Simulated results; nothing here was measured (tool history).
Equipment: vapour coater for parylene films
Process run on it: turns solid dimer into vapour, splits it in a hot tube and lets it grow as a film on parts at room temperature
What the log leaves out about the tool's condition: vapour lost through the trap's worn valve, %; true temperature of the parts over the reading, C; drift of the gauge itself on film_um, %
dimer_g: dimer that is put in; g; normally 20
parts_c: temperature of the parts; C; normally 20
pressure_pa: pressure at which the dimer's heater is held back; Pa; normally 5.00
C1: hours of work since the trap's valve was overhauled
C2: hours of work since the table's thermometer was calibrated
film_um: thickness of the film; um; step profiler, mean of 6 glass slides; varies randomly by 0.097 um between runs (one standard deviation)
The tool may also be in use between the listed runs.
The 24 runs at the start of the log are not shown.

Run 25, hour 702.8: usual settings but dimer_g 15 g, parts_c 19 C, pressure_pa 2.03 Pa; C1 86; C2 927. Result: film_um 16.39 um.
Run 26, hour 738.7: usual settings but dimer_g 15 g, parts_c 19 C, pressure_pa 2.03 Pa; C1 107; C2 948. Result: film_um 16.61 um.
Run 27, hour 760.6: usual settings but parts_c 17 C, pressure_pa 6.46 Pa; C1 120; C2 961. Result: film_um 17.56 um.
Run 28, hour 786.5: usual settings but parts_c 16 C, pressure_pa 3.15 Pa; C1 135; C2 976. Result: film_um 20.99 um.
At hour 789.4: gauge calibrated.
Run 29, hour 802.6: usual settings but dimer_g 21 g, parts_c 28 C, pressure_pa 5.15 Pa; C1 144; C2 986. Result: film_um 15.10 um.
Run 30, hour 842.0: usual settings but dimer_g 22 g, parts_c 19 C, pressure_pa 9.89 Pa; C1 167; C2 1009. Result: film_um 16.52 um.
Run 31, hour 879.7: usual settings but dimer_g 16 g, parts_c 19 C, pressure_pa 3.97 Pa; C1 189; C2 1031. Result: film_um 14.71 um.
Run 32, hour 918.8: usual settings but dimer_g 16 g, parts_c 19 C, pressure_pa 3.97 Pa; C1 212; C2 1054. Result: film_um 14.68 um.
Run 33, hour 941.3: usual settings but dimer_g 16 g, parts_c 19 C, pressure_pa 3.97 Pa; C1 225; C2 1067. Result: film_um 14.59 um.
Run 34, hour 958.6: usual settings but dimer_g 10 g, parts_c 22 C, pressure_pa 8.94 Pa; C1 236; C2 1077. Result: film_um 7.19 um.
Run 35, hour 995.2: usual settings but dimer_g 33 g, parts_c 15 C, pressure_pa 4.62 Pa; C1 257; C2 1099. Result: film_um 31.87 um.
Run 36, hour 1027.9: usual settings but dimer_g 9 g; C1 276; C2 1118. Result: film_um 7.66 um.
At hour 1068.1: trap's valve overhauled.
Run 37, hour 1068.1: usual settings but dimer_g 10 g, pressure_pa 2.18 Pa; C1 0; C2 1139. Result: film_um 10.51 um.
Run 38, hour 1107.4: usual settings but dimer_g 10 g, pressure_pa 2.18 Pa; C1 23; C2 1162. Result: film_um 10.49 um.
Run 39, hour 1143.0: usual settings but dimer_g 12 g, parts_c 22 C, pressure_pa 3.14 Pa; C1 44; C2 1183. Result: film_um 11.09 um.
Run 40, hour 1182.1: usual settings but dimer_g 19 g, parts_c 23 C, pressure_pa 10.42 Pa; C1 67; C2 1206. Result: film_um 13.07 um.
Run 41, hour 1201.3: usual settings but dimer_g 9 g, parts_c 25 C, pressure_pa 4.61 Pa; C1 78; C2 1217. Result: film_um 7.13 um.
Run 42, hour 1239.6: usual settings but dimer_g 9 g, parts_c 25 C, pressure_pa 4.61 Pa; C1 100; C2 1239. Result: film_um 7.15 um.
Run 43, hour 1265.9: usual settings but dimer_g 18 g, pressure_pa 5.30 Pa; C1 116; C2 1255. Result: film_um 15.41 um.
Run 44, hour 1299.0: usual settings but dimer_g 29 g, parts_c 27 C, pressure_pa 4.69 Pa; C1 135; C2 1274. Result: film_um 22.08 um.
Run 45, hour 1330.4: usual settings but pressure_pa 11.52 Pa; C1 154; C2 1293. Result: film_um 14.40 um.
Run 46, hour 1348.1: usual settings but dimer_g 9 g, parts_c 23 C, pressure_pa 7.08 Pa; C1 164; C2 1303. Result: film_um 6.80 um.

Branching from run 46: 4 alternative next runs. What would each branch give?
At hour 1355.8: table's thermometer calibrated.
Run A, hour 1375.3: usual settings but pressure_pa 3.76 Pa; C1 179; C2 11. Result: film_um ?.
At hour 1355.8: table's thermometer calibrated.
Run B, hour 1375.3: usual settings but dimer_g 11 g, parts_c 28 C, pressure_pa 5.80 Pa; C1 179; C2 11. Result: film_um ?.
At hour 1355.8: table's thermometer calibrated.
Run C, hour 1375.3: usual settings but dimer_g 9 g, parts_c 17 C, pressure_pa 4.30 Pa; C1 179; C2 11. Result: film_um ?.
At hour 1355.8: table's thermometer calibrated.
Run D, hour 1375.3: usual settings but dimer_g 9 g, parts_c 30 C, pressure_pa 7.08 Pa; C1 179; C2 11. Result: film_um ?.

run  film_um
  A    18.75
  B     7.90
  C     8.70
  D     5.92
Take away the tool's hidden state, keep each run's random variation, and the runs would have read:
run  film_um
  A    18.39
  B     7.75
  C     8.53
  D     5.81
